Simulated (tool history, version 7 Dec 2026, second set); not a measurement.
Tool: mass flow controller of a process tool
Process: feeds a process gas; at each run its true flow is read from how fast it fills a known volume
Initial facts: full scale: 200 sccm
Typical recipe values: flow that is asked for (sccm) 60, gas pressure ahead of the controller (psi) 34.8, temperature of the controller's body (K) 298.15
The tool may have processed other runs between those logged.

| run | day | flow that is asked for (sccm) | gas pressure ahead of the controller (psi) | temperature of the controller's body (K) | true flow (%) |
|---|---|---|---|---|---|
| 1 | 0 | 60 | 34.8 | 298.15 | 98.8 |
| 2 | 15.075 | 60 | 34.8 | 298.15 | 98.97 |
| 3 | 30.683 | 60 | 34.8 | 298.15 | 98.97 |
| 4 | 42.179 | 60 | 34.8 | 298.15 | 98.89 |
| 5 | 50.021 | 60 | 34.8 | 298.15 | 98.84 |
| 6 | 59.412 | 60 | 34.8 | 298.15 | 99.04 |
| 7 | 73.442 | 60 | 34.8 | 298.15 | 99.08 |
|  | 82.479 | controller's zero set anew |
| 8 | 83.642 | 60 | 34.8 | 298.15 | 99.21 |
| 9 | 99.75 | 54 | 34.8 | 298.15 | 99.08 |
| 10 | 112.133 | 54 | 34.8 | 298.15 | 99.2 |
| 11 | 128.629 | 131 | 34.8 | 298.15 | 99.7 |
| 12 | 136.129 | 60 | 34.8 | 298.15 | 99.41 |
| 13 | 144.233 | 60 | 34.8 | 298.15 | 99.21 |
| 14 | 159.054 | 60 | 34.8 | 298.15 | 99.25 |
| 15 | 175.467 | 60 | 34.8 | 298.15 | 99.38 |
| 16 | 187.167 | 27 | 34.8 | 298.15 | 99.2 |
| 17 | 202.129 | 27 | 34.8 | 298.15 | 99.14 |
| 18 | 210.942 | 27 | 34.8 | 298.15 | 99.17 |
| 19 | 222.492 | 27 | 34.8 | 309.15 | 99.67 |
|  | 229.442 | gauge calibrated |
| 20 | 239.796 | 27 | 34.8 | 309.15 | 99.01 |
| 21 | 257.183 | 81 | 20.5 | 302.15 | 99.96 |
| 22 | 271.971 | 40 | 29.3 | 294.15 | 99.02 |
| 23 | 289.283 | 40 | 25.5 | 294.15 | 99.28 |
| 24 | 303.8 | 40 | 25.5 | 294.15 | 99.39 |
| 25 | 321.154 | 40 | 25.5 | 294.15 | 99.3 |
| 26 | 329.662 | 59 | 37.1 | 296.15 | 98.94 |
| 27 | 342.133 | 59 | 37.1 | 296.15 | 99.01 |
| 28 | 352.579 | 128 | 31.2 | 300.15 | 99.76 |
| 29 | 370.821 | 52 | 35.1 | 305.15 | 99.4 |
| 30 | 386.467 | 52 | 35.1 | 305.15 | 99.39 |
| 31 | 399.158 | 60 | 34.1 | 300.15 | 99.48 |
|  | 400.983 | controller exchanged for a calibrated one |
| 32 | 409.946 | 29 | 34.1 | 300.15 | 99.28 |
| 33 | 418.121 | 41 | 33.8 | 296.15 | 99.08 |
| 34 | 428.05 | 41 | 33.8 | 296.15 | 99.24 |
| 35 | 440.8 | 177 | 34.5 | 297.15 | 99.98 |
| 36 | 451.475 | 177 | 34.5 | 297.15 | 100.15 |
| 37 | 460.729 | 77 | 22.9 | 298.15 | 100.21 |
| 38 | 473.679 | 44 | 27 | 298.15 | 99.77 |
| 39 | 483.533 | 44 | 30.7 | 309.15 | 99.96 |

For some of the steps in true flow (%) from one run to the next: how much would appear even if the tool had no hidden state, given the settings, what came in and random variation, and how much remains for the hidden state plus any gauge scatter that the measured result and the result without hidden state don't share?
The tool's hidden condition here consists of: flow at rest that the sensor doesn't see, % of full scale; true flow over the shown one, %; drift of the gauge itself on true_pct, %.
Run 2 -> 3: settings left as they were, no log entry in between. true flow (%) +0: hidden state +0.05, all else -0.05.
Run 19 -> 20: gauge calibrated. true flow (%) -0.66: hidden state -0.61, all else -0.05.
Run 20 -> 21: flow that is asked for (sccm) 27 -> 81, gas pressure ahead of the controller (psi) 34.8 -> 20.5, temperature of the controller's body (K) 309.15 -> 302.15. true flow (%) +0.95: hidden state +0.05, all else +0.9.
Run 21 -> 22: flow that is asked for (sccm) 81 -> 40, gas pressure ahead of the controller (psi) 20.5 -> 29.3, temperature of the controller's body (K) 302.15 -> 294.15. true flow (%) -0.94: hidden state +0.04, all else -0.98.
Run 22 -> 23: gas pressure ahead of the controller (psi) 29.3 -> 25.5. true flow (%) +0.26: hidden state +0.06, all else +0.2.
Run 27 -> 28: flow that is asked for (sccm) 59 -> 128, gas pressure ahead of the controller (psi) 37.1 -> 31.2, temperature of the controller's body (K) 296.15 -> 300.15. true flow (%) +0.75: hidden state +0.03, all else +0.72.

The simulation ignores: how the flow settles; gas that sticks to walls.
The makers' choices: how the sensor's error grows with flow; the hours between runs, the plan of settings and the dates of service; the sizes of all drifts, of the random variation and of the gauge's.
